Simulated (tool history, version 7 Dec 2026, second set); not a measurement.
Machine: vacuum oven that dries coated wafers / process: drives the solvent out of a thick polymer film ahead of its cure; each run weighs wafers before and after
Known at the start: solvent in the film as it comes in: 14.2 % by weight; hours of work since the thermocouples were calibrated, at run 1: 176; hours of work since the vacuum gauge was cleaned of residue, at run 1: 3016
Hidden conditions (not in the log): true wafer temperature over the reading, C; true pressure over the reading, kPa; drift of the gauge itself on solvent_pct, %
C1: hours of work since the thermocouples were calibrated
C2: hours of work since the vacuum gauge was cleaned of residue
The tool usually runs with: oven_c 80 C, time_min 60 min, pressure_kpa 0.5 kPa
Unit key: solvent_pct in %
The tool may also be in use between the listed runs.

Run 1, day 0: usual settings; C1 176; C2 3016. Result: solvent_pct 3.6 %.
Run 2, day 4.583: usual settings; C1 245; C2 3085. Result: solvent_pct 3.7 %.
Run 3, day 9.496: usual settings; C1 320; C2 3160. Result: solvent_pct 3.72 %.
Run 4, day 12.258: usual settings; C1 362; C2 3202. Result: solvent_pct 3.64 %.
Run 5, day 16.696: usual settings; C1 430; C2 3270. Result: solvent_pct 3.74 %.
Run 6, day 20.912: usual settings; C1 494; C2 3334. Result: solvent_pct 3.65 %.
At day 22.1: vacuum gauge cleaned of residue and calibrated.
Run 7, day 25.754: usual settings but time_min 55 min; C1 566; C2 56. Result: solvent_pct 3.55 %.
Run 8, day 29.554: usual settings but time_min 55 min; C1 624; C2 113. Result: solvent_pct 3.53 %.
Run 9, day 34.329: usual settings but time_min 55 min; C1 697; C2 186. Result: solvent_pct 3.53 %.
Run 10, day 36.721: usual settings but time_min 55 min; C1 733; C2 222. Result: solvent_pct 3.65 %.
Run 11, day 41.358: usual settings but time_min 55 min; C1 804; C2 293. Result: solvent_pct 3.62 %.
At day 43.925: oven's thermocouples calibrated.
Run 12, day 46.446: usual settings; C1 38; C2 369. Result: solvent_pct 3.44 %.
Run 13, day 49.788: usual settings but time_min 92 min; C1 89; C2 420. Result: solvent_pct 1.94 %.
Run 14, day 54.05: usual settings but oven_c 70 C; C1 154; C2 485. Result: solvent_pct 6.12 %.
Run 15, day 58.217: usual settings but oven_c 67 C; C1 217; C2 548. Result: solvent_pct 6.93 %.
Run 16, day 61.658: usual settings but oven_c 67 C, time_min 40 min, pressure_kpa 1.391 kPa; C1 270; C2 600. Result: solvent_pct 9.24 %.
At day 62.708: oven's thermocouples calibrated, once more.
Run 17, day 64.579: usual settings but oven_c 67 C, time_min 49 min, pressure_kpa 0.95 kPa; C1 28; C2 643. Result: solvent_pct 7.85 %.
Run 18, day 68.229: usual settings but oven_c 67 C, time_min 49 min, pressure_kpa 0.95 kPa; C1 84; C2 699. Result: solvent_pct 7.9 %.
Run 19, day 70.429: usual settings but oven_c 88 C, time_min 49 min, pressure_kpa 0.865 kPa; C1 117; C2 732. Result: solvent_pct 2.52 %.
Run 20, day 73.008: usual settings but oven_c 95 C, time_min 69 min, pressure_kpa 0.865 kPa; C1 157; C2 772. Result: solvent_pct 0.89 %.
Run 21, day 75.962: usual settings but oven_c 68 C, time_min 69 min, pressure_kpa 0.865 kPa; C1 202; C2 817. Result: solvent_pct 6.29 %.
Run 22, day 80.146: usual settings but oven_c 68 C, time_min 69 min, pressure_kpa 0.865 kPa; C1 265; C2 880. Result: solvent_pct 6.49 %.
Run 23, day 83.7: usual settings but oven_c 68 C, time_min 69 min, pressure_kpa 0.865 kPa; C1 319; C2 934. Result: solvent_pct 6.47 %.
Run 24, day 88.654: usual settings but time_min 64 min; C1 395; C2 1010. Result: solvent_pct 3.1 %.
Run 25, day 91.8: usual settings but oven_c 95 C, time_min 47 min, pressure_kpa 0.814 kPa; C1 442; C2 1057. Result: solvent_pct 1.53 %.
Run 26, day 96.267: usual settings but oven_c 95 C, time_min 47 min, pressure_kpa 0.814 kPa; C1 510; C2 1125. Result: solvent_pct 1.58 %.
Run 27, day 99.304: usual settings but oven_c 75 C, time_min 56 min, pressure_kpa 1.169 kPa; C1 557; C2 1172. Result: solvent_pct 5.69 %.
Run 28, day 102.7: usual settings but oven_c 76 C, time_min 92 min, pressure_kpa 0.366 kPa; C1 608; C2 1223. Result: solvent_pct 2.82 %.
Run 29, day 105.667: usual settings but oven_c 89 C, time_min 71 min, pressure_kpa 1.254 kPa; C1 653; C2 1268. Result: solvent_pct 1.96 %.
Run 30, day 109.717: usual settings but oven_c 89 C, time_min 71 min, pressure_kpa 1.254 kPa; C1 715; C2 1330. Result: solvent_pct 1.96 %.

Predict each of these 4 candidate next runs independently; none follows another, all start after run 30:
Run A, day 113.825: usual settings but oven_c 74 C, time_min 55 min, pressure_kpa 0.43 kPa; C1 777; C2 1392. Result: solvent_pct ?.
Run B, day 113.825: usual settings but oven_c 92 C, time_min 71 min, pressure_kpa 0.438 kPa; C1 777; C2 1392. Result: solvent_pct ?.
Run C, day 113.825: usual settings but oven_c 93 C, time_min 107 min, pressure_kpa 1.254 kPa; C1 777; C2 1392. Result: solvent_pct ?.
Run D, day 113.825: usual settings but oven_c 90 C, time_min 37 min, pressure_kpa 1.388 kPa; C1 777; C2 1392. Result: solvent_pct ?.

run  solvent_pct
  A         5.45
  B         0.92
  C         1.22
  D          3.7
Without the tool's unlogged condition, the same runs would have read:
run  solvent_pct
  A         4.79
  B          0.6
  C         0.93
  D         3.21
